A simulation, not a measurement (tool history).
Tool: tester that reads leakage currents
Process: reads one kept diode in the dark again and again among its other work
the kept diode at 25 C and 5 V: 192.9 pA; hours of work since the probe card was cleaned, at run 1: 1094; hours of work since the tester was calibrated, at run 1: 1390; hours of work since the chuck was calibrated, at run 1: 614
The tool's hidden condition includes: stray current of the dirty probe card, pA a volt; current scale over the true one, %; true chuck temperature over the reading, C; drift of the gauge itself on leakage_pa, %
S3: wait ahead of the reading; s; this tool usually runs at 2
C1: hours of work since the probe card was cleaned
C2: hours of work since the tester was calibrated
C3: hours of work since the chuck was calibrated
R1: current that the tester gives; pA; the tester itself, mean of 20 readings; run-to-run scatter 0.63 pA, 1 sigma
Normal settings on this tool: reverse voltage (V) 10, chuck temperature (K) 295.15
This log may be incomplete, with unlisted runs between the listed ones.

run 1 day=0 | reverse_voltage_(V)=10 chuck_temperature_(K)=295.15 S3=2 | C1=1094 C2=1390 C3=614 | R1=219.58
run 2 day=2.446 | reverse_voltage_(V)=10 chuck_temperature_(K)=295.15 S3=2 | C1=1118 C2=1413 C3=638 | R1=219.21
run 3 day=6.521 | reverse_voltage_(V)=10 chuck_temperature_(K)=295.15 S3=2 | C1=1157 C2=1453 C3=677 | R1=219.82
run 4 day=11.008 | reverse_voltage_(V)=11.6 chuck_temperature_(K)=295.15 S3=2 | C1=1200 C2=1496 C3=720 | R1=236.99
run 5 day=13.05 | reverse_voltage_(V)=2.5 chuck_temperature_(K)=295.15 S3=2 | C1=1220 C2=1515 C3=740 | R1=118.83
run 6 day=15.312 | reverse_voltage_(V)=2.5 chuck_temperature_(K)=295.15 S3=2 | C1=1242 C2=1537 C3=761 | R1=119
run 7 day=19.096 | reverse_voltage_(V)=10 chuck_temperature_(K)=295.15 S3=0.31 | C1=1278 C2=1573 C3=798 | R1=223.78
run 8 day=21.229 | reverse_voltage_(V)=10 chuck_temperature_(K)=295.15 S3=0.31 | C1=1298 C2=1594 C3=818 | R1=224.68
run 9 day=24.367 | reverse_voltage_(V)=1.4 chuck_temperature_(K)=295.15 S3=2 | C1=1329 C2=1624 C3=848 | R1=92.42
run 10 day=27.575 | reverse_voltage_(V)=1.4 chuck_temperature_(K)=295.15 S3=2 | C1=1359 C2=1655 C3=879 | R1=92.18
run 11 day=30.446 | reverse_voltage_(V)=10 chuck_temperature_(K)=301.15 S3=2 | C1=1387 C2=1682 C3=907 | R1=346.56
run 12 day=34.896 | reverse_voltage_(V)=10 chuck_temperature_(K)=301.15 S3=2 | C1=1430 C2=1725 C3=950 | R1=344.41
run 13 day=39.129 | reverse_voltage_(V)=10 chuck_temperature_(K)=301.15 S3=2 | C1=1470 C2=1766 C3=990 | R1=342.31
run 14 day=41.888 | reverse_voltage_(V)=10 chuck_temperature_(K)=295.15 S3=2 | C1=1497 C2=1792 C3=1017 | R1=223.12
run 15 day=45.208 | reverse_voltage_(V)=10 chuck_temperature_(K)=295.15 S3=2 | C1=1529 C2=1824 C3=1049 | R1=224.12
run 16 day=47.083 | reverse_voltage_(V)=10 chuck_temperature_(K)=295.15 S3=2 | C1=1547 C2=1842 C3=1067 | R1=225.14
run 17 day=50.221 | reverse_voltage_(V)=10 chuck_temperature_(K)=325.15 S3=2 | C1=1577 C2=1872 C3=1097 | R1=1679.14
run 18 day=52.3 | reverse_voltage_(V)=10 chuck_temperature_(K)=325.15 S3=0.48 | C1=1597 C2=1892 C3=1117 | R1=1684.53
run 19 day=55.383 | reverse_voltage_(V)=10 chuck_temperature_(K)=325.15 S3=0.48 | C1=1626 C2=1922 C3=1146 | R1=1692.19
run 20 day=59.05 | reverse_voltage_(V)=1 chuck_temperature_(K)=325.15 S3=0.48 | C1=1662 C2=1957 C3=1182 | R1=608.5
run 21 day=61.288 | reverse_voltage_(V)=1 chuck_temperature_(K)=325.15 S3=0.48 | C1=1683 C2=1979 C3=1203 | R1=607.98
run 22 day=65.517 | reverse_voltage_(V)=10 chuck_temperature_(K)=311.15 S3=1.28 | C1=1724 C2=2019 C3=1244 | R1=698.36
run 23 day=69.942 | reverse_voltage_(V)=16.6 chuck_temperature_(K)=295.15 S3=1.1 | C1=1766 C2=2062 C3=1286 | R1=286.44
run 24 day=73.533 | reverse_voltage_(V)=7.5 chuck_temperature_(K)=313.15 S3=0.56 | C1=1801 C2=2096 C3=1321 | R1=698.78
run 25 day=78.129 | reverse_voltage_(V)=10 chuck_temperature_(K)=310.15 S3=4.14 | C1=1845 C2=2140 C3=1365 | R1=649.07
run 26 day=81.538 | reverse_voltage_(V)=10 chuck_temperature_(K)=310.15 S3=4.14 | C1=1878 C2=2173 C3=1398 | R1=649.75
run 27 day=83.808 | reverse_voltage_(V)=10 chuck_temperature_(K)=295.15 S3=4.94 | C1=1900 C2=2195 C3=1419 | R1=227.31
run 28 day=86.292 | reverse_voltage_(V)=13.6 chuck_temperature_(K)=311.15 S3=0.47 | C1=1923 C2=2219 C3=1443 | R1=799.31
run 29 day=88.6 | reverse_voltage_(V)=8.3 chuck_temperature_(K)=302.15 S3=8.85 | C1=1946 C2=2241 C3=1465 | R1=346.85
run 30 day=91.971 | reverse_voltage_(V)=8.3 chuck_temperature_(K)=306.15 S3=8.85 | C1=1978 C2=2273 C3=1498 | R1=458.4
run 31 day=95.833 | reverse_voltage_(V)=8.3 chuck_temperature_(K)=306.15 S3=8.85 | C1=2015 C2=2311 C3=1535 | R1=457.17
run 32 day=99.138 | reverse_voltage_(V)=8.3 chuck_temperature_(K)=306.15 S3=8.85 | C1=2047 C2=2342 C3=1567 | R1=460.39
run 33 day=103.388 | reverse_voltage_(V)=8.3 chuck_temperature_(K)=306.15 S3=8.85 | C1=2088 C2=2383 C3=1608 | R1=459.96
run 34 day=105.558 | reverse_voltage_(V)=4.9 chuck_temperature_(K)=305.15 S3=1.58 | C1=2108 C2=2404 C3=1628 | R1=341.7
run 35 day=109.683 | reverse_voltage_(V)=4.9 chuck_temperature_(K)=305.15 S3=7.66 | C1=2148 C2=2444 C3=1668 | R1=340.77
run 36 day=112.183 | reverse_voltage_(V)=4.9 chuck_temperature_(K)=305.15 S3=7.66 | C1=2172 C2=2468 C3=1692 | R1=341.49
run 37 day=114.188 | reverse_voltage_(V)=10 chuck_temperature_(K)=297.15 S3=7.73 | C1=2191 C2=2487 C3=1711 | R1=266
run 38 day=116.65 | reverse_voltage_(V)=10 chuck_temperature_(K)=297.15 S3=7.73 | C1=2215 C2=2511 C3=1735 | R1=266.55
run 39 day=119.358 | reverse_voltage_(V)=10 chuck_temperature_(K)=297.15 S3=7.73 | C1=2241 C2=2537 C3=1761 | R1=267.92
run 40 day=121.783 | reverse_voltage_(V)=10 chuck_temperature_(K)=297.15 S3=7.73 | C1=2264 C2=2560 C3=1784 | R1=268.24

Hidden state or all else? Some run-to-run changes of R1, split into what the settings, what came in and random variation would give without the hidden state, and what is left for the hidden state (with any gauge scatter that isn't in both results):
Run 16 -> 17: chuck temperature (K) 295.15 -> 325.15. R1 +1454 pA: hidden state +58.54, all else +1395.46.
Run 19 -> 20: reverse voltage (V) 10 -> 1. R1 -1083.69 pA: hidden state -48.22, all else -1035.47.
Run 27 -> 28: reverse voltage (V) 10 -> 13.6, chuck temperature (K) 295.15 -> 311.15, S3 4.94 -> 0.47. R1 +572 pA: hidden state +32.61, all else +539.39.
